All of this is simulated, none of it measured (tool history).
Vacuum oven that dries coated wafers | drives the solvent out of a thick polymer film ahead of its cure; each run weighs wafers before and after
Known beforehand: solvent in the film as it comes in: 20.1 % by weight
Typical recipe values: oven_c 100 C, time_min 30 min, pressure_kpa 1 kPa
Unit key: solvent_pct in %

| run | day | oven_c | time_min | pressure_kpa | solvent_pct |
|---|---|---|---|---|---|
| 1 | 0 | 100 | 30 | 1 | 1.13 |
| 2 | 3.338 | 100 | 30 | 1 | 1.21 |
| 3 | 6.704 | 100 | 30 | 2.16 | 1.56 |
| 4 | 8.25 | 100 | 30 | 2.16 | 1.47 |
| 5 | 10.571 | 100 | 30 | 2.16 | 1.56 |
| 6 | 12.558 | 94 | 30 | 1.73 | 2.88 |
| 7 | 15.85 | 86 | 30 | 0.63 | 5.65 |
| 8 | 18.525 | 100 | 32 | 1 | 1.03 |
| 9 | 20.725 | 100 | 32 | 1 | 1.06 |
| 10 | 23.046 | 100 | 32 | 0.97 | 1.03 |

Subtracting, for every run, the result it would have given without the tool's unlogged condition from the measured result gives the following. The same run-to-run variation enters both numbers; the gauge's scatter may not:
Unlogged tool condition in this case: true wafer temperature over the reading, C; true pressure over the reading, kPa; drift of the gauge itself on solvent_pct, %.
| run | solvent_pct |
|---|---|
| 1 | +0.19 |
| 2 | +0.22 |
| 3 | +0.23 |
| 4 | +0.24 |
| 5 | +0.25 |
| 6 | +0.42 |
| 7 | +0.61 |
| 8 | +0.25 |
| 9 | +0.26 |
| 10 | +0.27 |
